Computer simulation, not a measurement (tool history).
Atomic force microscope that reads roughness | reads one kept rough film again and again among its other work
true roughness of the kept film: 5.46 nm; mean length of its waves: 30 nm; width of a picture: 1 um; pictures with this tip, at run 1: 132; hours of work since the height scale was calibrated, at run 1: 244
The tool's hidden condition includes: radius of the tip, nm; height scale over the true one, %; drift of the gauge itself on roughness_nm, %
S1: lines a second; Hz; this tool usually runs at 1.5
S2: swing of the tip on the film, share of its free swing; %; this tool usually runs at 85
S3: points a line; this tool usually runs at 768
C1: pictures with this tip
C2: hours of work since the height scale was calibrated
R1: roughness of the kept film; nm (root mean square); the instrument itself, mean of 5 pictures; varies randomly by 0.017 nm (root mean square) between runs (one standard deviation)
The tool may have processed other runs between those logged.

run,hour,S1,S2,S3,C1,C2,R1
1,0,1.5,85,768,132,244,3.8
# hour 18.4: new tip fitted
2,39.2,1.5,85,768,55,273,3.95
3,78.8,1.5,85,385,159,304,3.586
# hour 83.5: new tip fitted
4,120.7,1.5,85,385,98,336,3.802
# hour 147.8: new tip fitted
5,159.6,1.5,85,385,31,365,3.966
6,209.5,1.5,80,768,162,403,3.769
# hour 214.8: new tip fitted
7,246.4,1.5,80,768,83,431,4.005
# hour 279.9: new tip fitted
8,279.9,1.5,80,768,0,456,4.228
9,333.7,1.5,80,768,142,498,3.815
# hour 346.8: new tip fitted
10,366.4,1.65,85,768,51,522,3.915
11,404.1,1.65,88,768,150,551,3.575
# hour 412: new tip fitted
12,454.9,1.65,88,768,113,590,3.641
# hour 476.9: new tip fitted
13,484.4,1.65,88,768,20,612,3.859
14,512.2,1.5,85,428,93,633,3.806
# hour 543.2: new tip fitted
15,545.3,1.5,85,768,6,658,4.105
# hour 549.9: height scale calibrated on a step standard
16,585.6,1.5,85,768,109,27,3.784
# hour 610.4: new tip fitted
17,617.2,1.5,73,768,18,51,4.268
# hour 653.6: height scale calibrated on a step standard, once more
18,673,1.5,73,768,162,15,3.888
# hour 677.1: new tip fitted
19,715.9,1.5,73,768,102,47,4.076
# hour 744.7: new tip fitted
20,765.4,1.5,73,768,54,85,4.236
# hour 811: new tip fitted
21,820.5,1.5,73,768,26,127,4.322
# hour 874.6: new tip fitted
22,874.6,1.5,75,768,0,168,4.364
23,900.9,1.5,75,649,70,188,4.119
24,925.4,1.5,62,768,134,207,4.173
# hour 940.6: new tip fitted
25,974.7,1.5,85,361,89,244,3.88
# hour 1005.3: new tip fitted
26,1013,1.5,85,361,21,273,4.017
27,1048.2,1.5,63,670,113,300,4.163
# hour 1071.2: new tip fitted
28,1104.3,1.5,63,670,87,343,4.304
# hour 1134.9: new tip fitted
29,1158.5,1.5,63,324,62,384,4.34
30,1183.1,1.5,63,324,126,403,4.175
# hour 1200.7: new tip fitted
31,1242.2,1.5,73,324,109,448,4.033
# hour 1267.3: new tip fitted
32,1298.9,2.72,72,504,83,491,3.889
# hour 1332.4: new tip fitted
33,1335.3,2.72,72,504,7,519,4.149
34,1360.1,2.72,72,504,72,538,3.95
# hour 1398.7: new tip fitted
35,1407.8,1.2,72,337,24,574,4.343
36,1455.5,1.2,89,260,149,610,3.626
# hour 1465.1: new tip fitted
37,1482.9,2.1,58,753,47,631,4.423
# hour 1528.9: new tip fitted
38,1528.9,0.95,56,483,0,666,4.717
39,1570.6,0.81,62,576,110,698,4.335
# hour 1594.6: new tip fitted
40,1626.2,0.81,62,576,83,740,4.429
# hour 1659.3: new tip fitted
41,1677.4,1.69,64,339,47,779,4.335
42,1706.1,1.69,64,339,122,801,4.118
# hour 1725.6: new tip fitted
43,1752.4,2.02,85,668,70,836,3.682
# hour 1791.7: new tip fitted
44,1792.3,2.02,89,786,2,866,3.739
45,1841.6,1.5,67,1003,131,904,4.106
# hour 1856.2: new tip fitted
46,1898.2,1.5,67,1003,111,947,4.18
# hour 1922.2: new tip fitted
47,1929.8,3.41,56,768,20,971,4.406
48,1980.7,2.12,85,785,154,1010,3.412
# hour 1985.9: new tip fitted
49,2018.4,3.38,64,902,85,1039,3.966

Below are 5 alternative next runs, each starting from the tool's condition after run 49. Predict each:
# hour 2052.6: new tip fitted
A,2060.4,3.38,77,373,20,1070,?
# hour 2052.6: new tip fitted
B,2060.4,1.5,85,417,20,1070,?
# hour 2052.6: new tip fitted
C,2060.4,1.35,64,902,20,1070,?
# hour 2052.6: new tip fitted
D,2060.4,0.85,62,733,20,1070,?
# hour 2052.6: new tip fitted
E,2060.4,1.5,85,294,20,1070,?

run,R1
A,3.758
B,4.037
C,4.507
D,4.609
E,4.005
Without the tool's hidden state the same runs would have given:
run,R1
A,3.855
B,4.141
C,4.623
D,4.728
E,4.109

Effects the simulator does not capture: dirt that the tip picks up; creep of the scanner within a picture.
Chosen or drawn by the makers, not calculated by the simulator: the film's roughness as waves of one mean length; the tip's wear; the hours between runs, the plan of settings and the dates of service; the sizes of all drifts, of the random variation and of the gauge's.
